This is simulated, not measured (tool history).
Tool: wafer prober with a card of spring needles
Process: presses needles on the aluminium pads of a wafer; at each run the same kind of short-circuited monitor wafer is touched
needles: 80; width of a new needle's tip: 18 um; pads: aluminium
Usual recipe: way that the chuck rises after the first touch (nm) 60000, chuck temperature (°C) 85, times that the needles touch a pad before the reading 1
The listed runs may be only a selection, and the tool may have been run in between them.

run   hour  way that the chuck rises after the first touch (nm)  chuck temperature (°C)  times that the needles touch a pad before the reading  resistance of one needle with its contact and lead (mohm)  way that a needle slides on the pad (nm)
  1    0.0                                                60000                      85                                                      1                                                        267                                     14920
       6.3  -- tips cleaned on abrasive film
      36.4  -- tips cleaned on abrasive film
  2   59.0                                                60000                      85                                                      1                                                        278                                     14840
      65.3  -- tips cleaned on abrasive film
      71.8  -- height of the first contact set anew
      91.8  -- tips cleaned on abrasive film
     118.5  -- tips cleaned on abrasive film
  3  131.8                                                60000                      85                                                      1                                                        272                                     15320
     149.0  -- tips cleaned on abrasive film
     162.7  -- tips cleaned on abrasive film, once more
     187.9  -- tips cleaned on abrasive film
  4  190.4                                                60000                      85                                                      1                                                        251                                     15310
     215.1  -- tips cleaned on abrasive film
  5  232.0                                                60000                      85                                                      1                                                        267                                     15250
     241.6  -- tips cleaned on abrasive film
     269.5  -- tips cleaned on abrasive film
     298.9  -- tips cleaned on abrasive film
  6  299.8                                                60000                      85                                                      1                                                        247                                     15210
     329.8  -- tips cleaned on abrasive film
  7  341.5                                                60000                      85                                                      1                                                        263                                     15130
     355.1  -- tips cleaned on abrasive film
     383.7  -- tips cleaned on abrasive film
  8  407.0                                                60000                      85                                                      1                                                        275                                     15130
     411.6  -- tips cleaned on abrasive film
     441.2  -- tips cleaned on abrasive film
  9  446.1                                                60000                      52                                                      1                                                        250                                     15080
     468.6  -- tips cleaned on abrasive film
     495.5  -- tips cleaned on abrasive film
 10  498.7                                                60000                      52                                                      1                                                        246                                     15120
     520.7  -- tips cleaned on abrasive film
 11  539.0                                                48000                      42                                                      1                                                        288                                     12010
     548.5  -- tips cleaned on abrasive film
     579.0  -- tips cleaned on abrasive film
     604.0  -- tips cleaned on abrasive film
 12  614.5                                                76000                      47                                                      2                                                        240                                     19190
     631.5  -- tips cleaned on abrasive film
     659.8  -- tips cleaned on abrasive film
 13  668.1                                                76000                      47                                                      2                                                        236                                     19130
     686.2  -- tips cleaned on abrasive film
     713.8  -- tips cleaned on abrasive film
 14  716.1                                                60000                     111                                                      1                                                        258                                     15010
     741.8  -- tips cleaned on abrasive film
 15  762.0                                                60000                     111                                                      1                                                        284                                     14910

Branching from run 15: 3 alternative next runs. What would each branch give?
     770.3  -- tips cleaned on abrasive film
     770.6  -- height of the first contact set anew
     800.0  -- tips cleaned on abrasive film
     825.7  -- tips cleaned on abrasive film
  A  825.7                                                60000                      67                                                      2                                                          ?                                         ?
     770.3  -- tips cleaned on abrasive film
     770.6  -- height of the first contact set anew
     800.0  -- tips cleaned on abrasive film
     825.7  -- tips cleaned on abrasive film
  B  825.7                                                47000                     114                                                      1                                                          ?                                         ?
     770.3  -- tips cleaned on abrasive film
     770.6  -- height of the first contact set anew
     800.0  -- tips cleaned on abrasive film
     825.7  -- tips cleaned on abrasive film
  C  825.7                                                49000                      88                                                      2                                                          ?                                         ?

run  resistance of one needle with its contact and lead (mohm)  way that a needle slides on the pad (nm)
  A                                                        235                                     15350
  B                                                        253                                     11990
  C                                                        245                                     12520
Without the tool's hidden state the same runs would have given:
run  resistance of one needle with its contact and lead (mohm)  way that a needle slides on the pad (nm)
  A                                                        233                                     15390
  B                                                        249                                     12030
  C                                                        242                                     12560
